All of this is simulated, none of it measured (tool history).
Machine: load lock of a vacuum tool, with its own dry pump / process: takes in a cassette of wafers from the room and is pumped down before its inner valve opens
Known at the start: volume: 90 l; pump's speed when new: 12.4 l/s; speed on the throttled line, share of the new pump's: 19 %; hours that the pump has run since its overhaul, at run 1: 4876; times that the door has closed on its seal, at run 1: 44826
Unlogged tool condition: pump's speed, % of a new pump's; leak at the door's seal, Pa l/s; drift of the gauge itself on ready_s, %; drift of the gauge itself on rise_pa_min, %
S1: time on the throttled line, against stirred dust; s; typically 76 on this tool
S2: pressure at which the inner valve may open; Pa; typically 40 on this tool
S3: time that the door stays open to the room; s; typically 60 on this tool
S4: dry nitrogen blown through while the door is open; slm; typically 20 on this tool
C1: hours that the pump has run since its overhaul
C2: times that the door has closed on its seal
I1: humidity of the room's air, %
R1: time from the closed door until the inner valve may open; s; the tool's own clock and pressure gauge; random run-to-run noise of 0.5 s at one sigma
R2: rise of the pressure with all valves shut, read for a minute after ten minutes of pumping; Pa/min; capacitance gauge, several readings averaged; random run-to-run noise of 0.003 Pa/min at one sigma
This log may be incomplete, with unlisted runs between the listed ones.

| run | hour | S1 | S2 | S3 | S4 | C1 | C2 | I1 | R1 | R2 |
|---|---|---|---|---|---|---|---|---|---|---|
| 1 | 0 | 76 | 40 | 60 | 20 | 4876 | 44826 | 42.7 | 119 | 0.032 |
| 2 | 141.5 | 76 | 40 | 60 | 20 | 5017 | 45467 | 46.5 | 119 | 0.034 |
| 3 | 391.5 | 76 | 40 | 60 | 20 | 5267 | 46598 | 42.3 | 118.7 | 0.031 |
| 4 | 548.8 | 76 | 40 | 60 | 20 | 5424 | 47310 | 43.7 | 117.9 | 0.033 |
| 5 | 654.9 | 76 | 40 | 60 | 13 | 5530 | 47790 | 42.8 | 118.8 | 0.042 |
| 6 | 808.4 | 76 | 40 | 60 | 13 | 5684 | 48485 | 48.5 | 118.5 | 0.04 |
| 7 | 947.4 | 76 | 40 | 60 | 13 | 5823 | 49114 | 48.4 | 118.7 | 0.048 |
| 8 | 1095.3 | 76 | 50 | 60 | 20 | 5971 | 49783 | 43.6 | 117.1 | 0.036 |
| 9 | 1223.5 | 76 | 50 | 60 | 20 | 6099 | 50363 | 48.4 | 115.9 | 0.041 |
| 10 | 1416.6 | 76 | 50 | 60 | 20 | 6292 | 51237 | 48.4 | 116.9 | 0.032 |
| 11 | 1592.4 | 76 | 50 | 60 | 20 | 6468 | 52033 | 44.6 | 116.9 | 0.036 |
| 12 | 1758.4 | 76 | 50 | 60 | 20 | 6634 | 52784 | 48.4 | 117.1 | 0.036 |
| 13 | 1909.2 | 76 | 50 | 60 | 20 | 6785 | 53466 | 47.6 | 116.1 | 0.038 |
| 14 | 2135.1 | 76 | 50 | 60 | 20 | 7011 | 54488 | 45.8 | 116.7 | 0.04 |
| 15 | 2239.3 | 76 | 40 | 41 | 20 | 7115 | 54960 | 45.6 | 118.6 | 0.029 |
| 16 | 2474.7 | 76 | 40 | 60 | 20 | 7350 | 56025 | 42.6 | 117.4 | 0.034 |
| 17 | 2731.5 | 76 | 40 | 60 | 20 | 7607 | 57187 | 45.2 | 118.3 | 0.038 |
| 18 | 2872.1 | 76 | 40 | 60 | 20 | 7748 | 57824 | 41.1 | 118.7 | 0.027 |
| 19 | 3102 | 76 | 40 | 60 | 20 | 7978 | 58864 | 46.5 | 119.6 | 0.033 |
| 20 | 3331.4 | 59 | 52 | 32 | 19 | 8207 | 59902 | 41.8 | 102.7 | 0.033 |
| 21 | 3448 | 38 | 30 | 70 | 42 | 8324 | 60430 | 45.2 | 89.6 | 0.031 |
| 22 | 3585 | 76 | 73 | 60 | 11 | 8461 | 61050 | 43.9 | 114 | 0.042 |
| 23 | 3690.5 | 76 | 73 | 60 | 11 | 8566 | 61527 | 46 | 113.8 | 0.046 |
| 24 | 3945.7 | 76 | 73 | 90 | 11 | 8821 | 62682 | 46.3 | 114.9 | 0.056 |
| 25 | 4182.5 | 68 | 46 | 90 | 11 | 9058 | 63754 | 44.1 | 110 | 0.058 |
| 26 | 4409 | 51 | 40 | 60 | 7 | 9285 | 64779 | 47.3 | 98.1 | 0.054 |
| 27 | 4636.9 | 143 | 51 | 60 | 21 | 9512 | 65810 | 45.7 | 171.5 | 0.037 |
| 28 | 4750.4 | 77 | 40 | 34 | 20 | 9626 | 66324 | 47.1 | 119.2 | 0.028 |
| 29 | 4983.8 | 77 | 40 | 29 | 20 | 9859 | 67380 | 42.3 | 119.8 | 0.025 |
|  | 5152.1 | door's seal changed, seat wiped |
| 30 | 5240.6 | 46 | 40 | 25 | 20 | 10115 | 400 | 45.4 | 94.6 | 0.017 |
| 31 | 5348.2 | 46 | 40 | 25 | 20 | 10222 | 887 | 44.2 | 93.8 | 0.018 |
| 32 | 5586 | 46 | 67 | 25 | 20 | 10460 | 1964 | 45.2 | 90.6 | 0.02 |
| 33 | 5739.6 | 46 | 67 | 25 | 20 | 10614 | 2658 | 45.6 | 90.6 | 0.015 |
| 34 | 5977.7 | 46 | 67 | 25 | 20 | 10852 | 3736 | 44.1 | 89.9 | 0.022 |

The next listed run, before its measurement:
| 35 | 6191.6 | 125 | 71 | 126 | 8 | 11066 | 4704 | 42 | ? | ? |

{"run 35": {"R1": 153.7, "R2": 0.064}}
Minus the tool's unlogged condition, the same run would have read R1 153.7 s, R2 0.064 Pa/min.
